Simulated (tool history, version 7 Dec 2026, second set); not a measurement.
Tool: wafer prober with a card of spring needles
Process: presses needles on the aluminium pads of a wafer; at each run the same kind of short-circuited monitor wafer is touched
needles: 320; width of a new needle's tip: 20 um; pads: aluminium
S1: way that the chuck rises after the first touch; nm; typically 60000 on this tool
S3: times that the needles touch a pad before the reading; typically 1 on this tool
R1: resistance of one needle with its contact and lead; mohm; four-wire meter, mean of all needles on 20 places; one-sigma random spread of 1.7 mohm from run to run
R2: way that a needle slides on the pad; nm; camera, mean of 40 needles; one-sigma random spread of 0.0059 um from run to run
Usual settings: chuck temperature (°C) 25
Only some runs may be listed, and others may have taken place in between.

Run 1, day 0.000: usual settings. Result: R1 179 mohm, R2 7646 nm.
At day 0.325: tips cleaned on abrasive film.
Run 2, day 0.525: usual settings but S3 3. Result: R1 180 mohm, R2 7640 nm.
At day 0.804: height of the first contact set anew.
At day 0.917: tips cleaned on abrasive film.
Run 3, day 1.100: usual settings but S3 3. Result: R1 178 mohm, R2 7634 nm.
At day 1.500: tips cleaned on abrasive film.
Run 4, day 1.658: usual settings but S3 3. Result: R1 184 mohm, R2 7616 nm.
Run 5, day 2.029: usual settings but S3 3. Result: R1 179 mohm, R2 7613 nm.
At day 2.088: tips cleaned on abrasive film.
Run 6, day 2.425: usual settings but S3 3. Result: R1 178 mohm, R2 7611 nm.
At day 2.696: tips cleaned on abrasive film.
Run 7, day 2.812: usual settings but S1 73000 nm. Result: R1 175 mohm, R2 9243 nm.
At day 3.283: tips cleaned on abrasive film.
Run 8, day 3.429: usual settings but S1 44000 nm. Result: R1 182 mohm, R2 5558 nm.
Run 9, day 3.825: usual settings but chuck temperature (°C) 52. Result: R1 185 mohm, R2 7568 nm.
At day 3.871: tips cleaned on abrasive film.
Run 10, day 4.117: usual settings but chuck temperature (°C) 26. Result: R1 182 mohm, R2 7561 nm.
At day 4.438: tips cleaned on abrasive film.
Run 11, day 4.742: usual settings but chuck temperature (°C) 36, S3 2. Result: R1 180 mohm, R2 7560 nm.
At day 5.029: tips cleaned on abrasive film.
Run 12, day 5.312: usual settings but S1 43000 nm. Result: R1 184 mohm, R2 5409 nm.
At day 5.608: tips cleaned on abrasive film.
Run 13, day 5.833: usual settings but S1 43000 nm. Result: R1 184 mohm, R2 5400 nm.
At day 5.904: height of the first contact set anew.
At day 6.217: tips cleaned on abrasive film.
Run 14, day 6.250: usual settings but S1 43000 nm. Result: R1 185 mohm, R2 5393 nm.

Each row is a separate what-if for the run after 14, all from the same tool condition, not one after another. Results?
Run A, day 6.583: usual settings but S1 43000 nm, chuck temperature (°C) 121. Result: R1 ?, R2 ?.
Run B, day 6.583: usual settings but S1 55000 nm, chuck temperature (°C) 120. Result: R1 ?, R2 ?.
Run C, day 6.583: usual settings but S1 42000 nm. Result: R1 ?, R2 ?.
Run D, day 6.583: usual settings but S1 43000 nm, chuck temperature (°C) 83. Result: R1 ?, R2 ?.
Run E, day 6.583: usual settings but chuck temperature (°C) 35. Result: R1 ?, R2 ?.

run   R1    R2
  A  207  5389
  B  201  6902
  C  188  5264
  D  199  5399
  E  182  7509
What these runs would have given with no unlogged condition in the tool:
run   R1    R2
  A  206  5484
  B  201  7023
  C  188  5356
  D  199  5493
  E  182  7640
